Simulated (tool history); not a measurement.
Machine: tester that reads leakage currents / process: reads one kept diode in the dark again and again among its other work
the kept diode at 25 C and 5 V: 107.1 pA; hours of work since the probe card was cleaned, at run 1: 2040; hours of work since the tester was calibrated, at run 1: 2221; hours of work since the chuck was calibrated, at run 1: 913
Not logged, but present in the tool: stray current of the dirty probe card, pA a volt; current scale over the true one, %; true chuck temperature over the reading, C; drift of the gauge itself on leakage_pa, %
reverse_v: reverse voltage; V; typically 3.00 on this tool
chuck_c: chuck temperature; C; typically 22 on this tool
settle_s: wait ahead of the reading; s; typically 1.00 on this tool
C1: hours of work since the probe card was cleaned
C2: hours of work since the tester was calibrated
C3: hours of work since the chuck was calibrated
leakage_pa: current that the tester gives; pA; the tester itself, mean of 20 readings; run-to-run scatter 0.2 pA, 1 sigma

Run 1, hour 0.0: usual settings; C1 2040; C2 2221; C3 913. Result: leakage_pa 71.52 pA.
Run 2, hour 98.2: usual settings; C1 2079; C2 2261; C3 953. Result: leakage_pa 72.11 pA.
At hour 132.6: chuck's temperature calibrated.
Run 3, hour 266.0: usual settings; C1 2146; C2 2327; C3 54. Result: leakage_pa 69.81 pA.
Run 4, hour 393.6: usual settings; C1 2197; C2 2379; C3 105. Result: leakage_pa 70.31 pA.
Run 5, hour 484.2: usual settings; C1 2233; C2 2415; C3 141. Result: leakage_pa 70.21 pA.
Run 6, hour 586.1: usual settings but chuck_c 24 C; C1 2274; C2 2456; C3 182. Result: leakage_pa 81.01 pA.
Run 7, hour 708.3: usual settings but chuck_c 24 C; C1 2324; C2 2505; C3 231. Result: leakage_pa 81.39 pA.
Run 8, hour 862.5: usual settings but chuck_c 24 C; C1 2385; C2 2567; C3 293. Result: leakage_pa 82.29 pA.
Run 9, hour 940.9: usual settings but reverse_v 14.61 V, chuck_c 24 C; C1 2417; C2 2599; C3 325. Result: leakage_pa 215.30 pA.
Run 10, hour 1108.6: usual settings; C1 2484; C2 2666; C3 392. Result: leakage_pa 71.89 pA.
At hour 1186.3: tester calibrated.
Run 11, hour 1203.8: usual settings; C1 2522; C2 7; C3 430. Result: leakage_pa 69.65 pA.
Run 12, hour 1315.5: usual settings but chuck_c 38 C; C1 2567; C2 52; C3 474. Result: leakage_pa 210.50 pA.
Run 13, hour 1465.5: usual settings; C1 2627; C2 112; C3 535. Result: leakage_pa 70.94 pA.
Run 14, hour 1600.0: usual settings; C1 2681; C2 166; C3 589. Result: leakage_pa 70.69 pA.
Run 15, hour 1737.1: usual settings; C1 2736; C2 221; C3 644. Result: leakage_pa 70.82 pA.
Run 16, hour 1827.6: usual settings but chuck_c 46 C; C1 2772; C2 258; C3 680. Result: leakage_pa 357.98 pA.
Run 17, hour 1937.2: usual settings; C1 2816; C2 302; C3 724. Result: leakage_pa 71.06 pA.
Run 18, hour 2040.5: usual settings; C1 2858; C2 343; C3 766. Result: leakage_pa 71.35 pA.
At hour 2131.4: probe card cleaned and baked.
Run 19, hour 2153.7: usual settings; C1 9; C2 387; C3 810. Result: leakage_pa 74.81 pA.
Run 20, hour 2314.9: usual settings; C1 74; C2 452; C3 875. Result: leakage_pa 75.05 pA.
Run 21, hour 2477.1: usual settings but chuck_c 23 C, settle_s 4.97 s; C1 139; C2 517; C3 940. Result: leakage_pa 79.90 pA.
At hour 2539.9: chuck's temperature calibrated.
Run 22, hour 2610.1: usual settings but chuck_c 23 C, settle_s 4.97 s; C1 191; C2 570; C3 28. Result: leakage_pa 76.31 pA.
At hour 2683.5: probe card cleaned and baked, once more.
Run 23, hour 2708.9: usual settings but reverse_v 3.08 V, chuck_c 23 C, settle_s 5.95 s; C1 10; C2 608; C3 67. Result: leakage_pa 70.81 pA.
Run 24, hour 2832.7: usual settings but reverse_v 3.08 V, chuck_c 23 C, settle_s 5.95 s; C1 60; C2 658; C3 116. Result: leakage_pa 70.68 pA.
Run 25, hour 2968.9: usual settings but reverse_v 3.08 V, chuck_c 23 C, settle_s 5.95 s; C1 115; C2 713; C3 171. Result: leakage_pa 70.57 pA.
Run 26, hour 3107.8: usual settings but settle_s 1.28 s; C1 170; C2 769; C3 227. Result: leakage_pa 65.34 pA.
Run 27, hour 3208.1: usual settings but chuck_c 43 C, settle_s 1.79 s; C1 211; C2 809; C3 267. Result: leakage_pa 286.51 pA.
Run 28, hour 3313.3: usual settings but chuck_c 43 C, settle_s 1.79 s; C1 253; C2 851; C3 309. Result: leakage_pa 287.42 pA.
Run 29, hour 3386.4: usual settings but chuck_c 41 C; C1 282; C2 881; C3 339. Result: leakage_pa 252.49 pA.
Run 30, hour 3478.2: usual settings but chuck_c 41 C; C1 319; C2 917; C3 376. Result: leakage_pa 250.76 pA.
Run 31, hour 3627.6: usual settings but reverse_v 8.82 V; C1 379; C2 977; C3 436. Result: leakage_pa 126.26 pA.
Run 32, hour 3746.6: usual settings but settle_s 7.59 s; C1 427; C2 1025; C3 484. Result: leakage_pa 66.73 pA.
Run 33, hour 3868.1: usual settings but reverse_v 2.22 V, settle_s 1.02 s; C1 476; C2 1074; C3 532. Result: leakage_pa 56.75 pA.
Run 34, hour 3947.8: usual settings but reverse_v 2.22 V, chuck_c 56 C, settle_s 7.29 s; C1 508; C2 1106; C3 564. Result: leakage_pa 554.74 pA.
Run 35, hour 4083.8: usual settings but reverse_v 2.22 V, chuck_c 56 C, settle_s 7.29 s; C1 562; C2 1161; C3 619. Result: leakage_pa 555.17 pA.
Run 36, hour 4232.9: usual settings but reverse_v 2.22 V, chuck_c 56 C, settle_s 7.29 s; C1 622; C2 1221; C3 679. Result: leakage_pa 558.20 pA.
Run 37, hour 4306.6: usual settings but reverse_v 2.22 V, chuck_c 56 C, settle_s 4.26 s; C1 652; C2 1250; C3 708. Result: leakage_pa 558.97 pA.
Run 38, hour 4391.4: usual settings but reverse_v 2.22 V, chuck_c 56 C, settle_s 4.26 s; C1 686; C2 1284; C3 743. Result: leakage_pa 558.04 pA.
Run 39, hour 4490.1: usual settings but reverse_v 13.69 V, chuck_c 25 C, settle_s 3.06 s; C1 726; C2 1324; C3 782. Result: leakage_pa 207.29 pA.
Run 40, hour 4596.8: usual settings but chuck_c 50 C, settle_s 0.31 s; C1 769; C2 1367; C3 825. Result: leakage_pa 462.20 pA.

Subtracting, for every run, the result it would have given without the tool's unlogged condition from the measured result gives the following. The same run-to-run variation enters both numbers; the gauge's scatter may not:
run  leakage_pa
  1       +7.19
  2       +7.44
  3       +5.45
  4       +5.77
  5       +5.93
  6       +6.54
  7       +6.84
  8       +7.26
  9      +27.64
 10       +7.33
 11       +5.33
 12       +8.60
 13       +5.97
 14       +6.22
 15       +6.50
 16      +15.45
 17       +6.94
 18       +7.18
 19       +9.91
 20      +10.29
 21      +10.87
 22       +7.48
 23       +0.45
 24       +0.74
 25       +1.04
 26       +1.27
 27       +4.97
 28       +5.70
 29       +5.53
 30       +6.03
 31       +5.22
 32       +2.67
 33       +2.40
 34      +17.00
 35      +18.63
 36      +20.42
 37      +21.27
 38      +22.13
 39      +14.65
 40      +21.08

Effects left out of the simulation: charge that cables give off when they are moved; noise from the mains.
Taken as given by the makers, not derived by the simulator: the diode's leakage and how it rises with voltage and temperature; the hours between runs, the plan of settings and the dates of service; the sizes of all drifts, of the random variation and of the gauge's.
